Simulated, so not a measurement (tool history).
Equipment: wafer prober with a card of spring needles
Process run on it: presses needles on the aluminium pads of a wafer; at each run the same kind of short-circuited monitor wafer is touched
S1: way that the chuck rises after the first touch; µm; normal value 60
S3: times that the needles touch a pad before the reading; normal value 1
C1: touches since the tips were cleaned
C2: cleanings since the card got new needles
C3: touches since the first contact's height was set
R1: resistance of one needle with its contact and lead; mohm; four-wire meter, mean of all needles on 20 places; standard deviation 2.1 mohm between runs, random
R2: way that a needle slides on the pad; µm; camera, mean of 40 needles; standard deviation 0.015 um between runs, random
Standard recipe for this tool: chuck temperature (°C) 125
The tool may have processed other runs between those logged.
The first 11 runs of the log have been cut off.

-- hour=496.3 tips cleaned on abrasive film
run 12 hour=508.4 | S1=65 chuck_temperature_(°C)=125 S3=1 | C1=3522 C2=95 C3=13518 | R1=312 R2=16.64
-- hour=531.0 tips cleaned on abrasive film
run 13 hour=541.7 | S1=60 chuck_temperature_(°C)=125 S3=1 | C1=3142 C2=96 C3=23231 | R1=310 R2=15.32
-- hour=562.0 tips cleaned on abrasive film
-- hour=593.0 tips cleaned on abrasive film
run 14 hour=594.4 | S1=60 chuck_temperature_(°C)=125 S3=1 | C1=432 C2=98 C3=38548 | R1=258 R2=15.30
-- hour=626.6 tips cleaned on abrasive film
run 15 hour=650.4 | S1=60 chuck_temperature_(°C)=125 S3=1 | C1=6938 C2=99 C3=54835 | R1=349 R2=15.26
-- hour=659.5 tips cleaned on abrasive film
-- hour=690.5 tips cleaned on abrasive film
run 16 hour=704.1 | S1=60 chuck_temperature_(°C)=37 S3=1 | C1=3963 C2=101 C3=70447 | R1=313 R2=15.24
-- hour=716.6 height of the first contact set anew
-- hour=722.7 tips cleaned on abrasive film
run 17 hour=745.3 | S1=44 chuck_temperature_(°C)=75 S3=3 | C1=6578 C2=102 C3=8333 | R1=312 R2=11.24
-- hour=754.2 tips cleaned on abrasive film
-- hour=785.3 tips cleaned on abrasive film
run 18 hour=788.9 | S1=76 chuck_temperature_(°C)=87 S3=1 | C1=1050 C2=104 C3=20996 | R1=248 R2=19.41
-- hour=818.3 tips cleaned on abrasive film
run 19 hour=818.3 | S1=76 chuck_temperature_(°C)=89 S3=1 | C1=0 C2=105 C3=29553 | R1=236 R2=19.38
-- hour=849.5 tips cleaned on abrasive film
run 20 hour=876.1 | S1=47 chuck_temperature_(°C)=57 S3=1 | C1=7773 C2=106 C3=46398 | R1=435 R2=11.92
-- hour=883.2 tips cleaned on abrasive film
-- hour=917.1 tips cleaned on abrasive film
run 21 hour=920.5 | S1=47 chuck_temperature_(°C)=57 S3=1 | C1=995 C2=108 C3=59279 | R1=294 R2=11.91
-- hour=948.2 tips cleaned on abrasive film
-- hour=972.8 height of the first contact set anew
run 22 hour=973.5 | S1=60 chuck_temperature_(°C)=125 S3=2 | C1=7275 C2=109 C3=208 | R1=305 R2=15.35
-- hour=979.8 tips cleaned on abrasive film
-- hour=1013.4 tips cleaned on abrasive film
run 23 hour=1032.5 | S1=77 chuck_temperature_(°C)=27 S3=1 | C1=5569 C2=111 C3=17361 | R1=287 R2=19.65
-- hour=1047.7 tips cleaned on abrasive film
run 24 hour=1074.7 | S1=77 chuck_temperature_(°C)=27 S3=1 | C1=7875 C2=112 C3=29657 | R1=302 R2=19.63
-- hour=1078.4 tips cleaned on abrasive film
-- hour=1113.0 tips cleaned on abrasive film
run 25 hour=1116.1 | S1=57 chuck_temperature_(°C)=27 S3=1 | C1=908 C2=114 C3=41688 | R1=263 R2=14.48
-- hour=1145.4 tips cleaned on abrasive film
run 26 hour=1158.5 | S1=57 chuck_temperature_(°C)=27 S3=1 | C1=3841 C2=115 C3=54027 | R1=324 R2=14.48
-- hour=1176.0 tips cleaned on abrasive film
-- hour=1209.6 tips cleaned on abrasive film
run 27 hour=1212.7 | S1=75 chuck_temperature_(°C)=89 S3=2 | C1=880 C2=117 C3=69766 | R1=240 R2=19.04
-- hour=1230.2 height of the first contact set anew
-- hour=1240.5 tips cleaned on abrasive film
-- hour=1273.4 tips cleaned on abrasive film
run 28 hour=1273.4 | S1=75 chuck_temperature_(°C)=89 S3=2 | C1=0 C2=119 C3=12550 | R1=230 R2=19.18
-- hour=1304.0 tips cleaned on abrasive film
run 29 hour=1332.4 | S1=79 chuck_temperature_(°C)=120 S3=1 | C1=8265 C2=120 C3=29734 | R1=307 R2=20.15
-- hour=1337.6 tips cleaned on abrasive film
-- hour=1370.4 tips cleaned on abrasive film
run 30 hour=1390.6 | S1=79 chuck_temperature_(°C)=120 S3=1 | C1=5890 C2=122 C3=46668 | R1=300 R2=20.10

3 options for the next run, each taken on its own from the tool as it stands now. Forecast them:
-- hour=1401.6 tips cleaned on abrasive film
-- hour=1433.9 tips cleaned on abrasive film
run A hour=1454.0 | S1=55 chuck_temperature_(°C)=125 S3=1 | C1=5886 C2=124 C3=65118 | R1=? R2=?
-- hour=1401.6 tips cleaned on abrasive film
-- hour=1433.9 tips cleaned on abrasive film
run B hour=1454.0 | S1=46 chuck_temperature_(°C)=39 S3=3 | C1=5886 C2=124 C3=65118 | R1=? R2=?
-- hour=1401.6 tips cleaned on abrasive film
-- hour=1433.9 tips cleaned on abrasive film
run C hour=1454.0 | S1=79 chuck_temperature_(°C)=120 S3=1 | C1=5886 C2=124 C3=65118 | R1=? R2=?

run=A R1=368 R2=13.93
run=B R1=291 R2=11.63
run=C R1=293 R2=20.12
Take away the tool's hidden state, keep each run's random variation, and the runs would have read:
run=A R1=242 R2=14.07
run=B R1=217 R2=11.77
run=C R1=229 R2=20.26
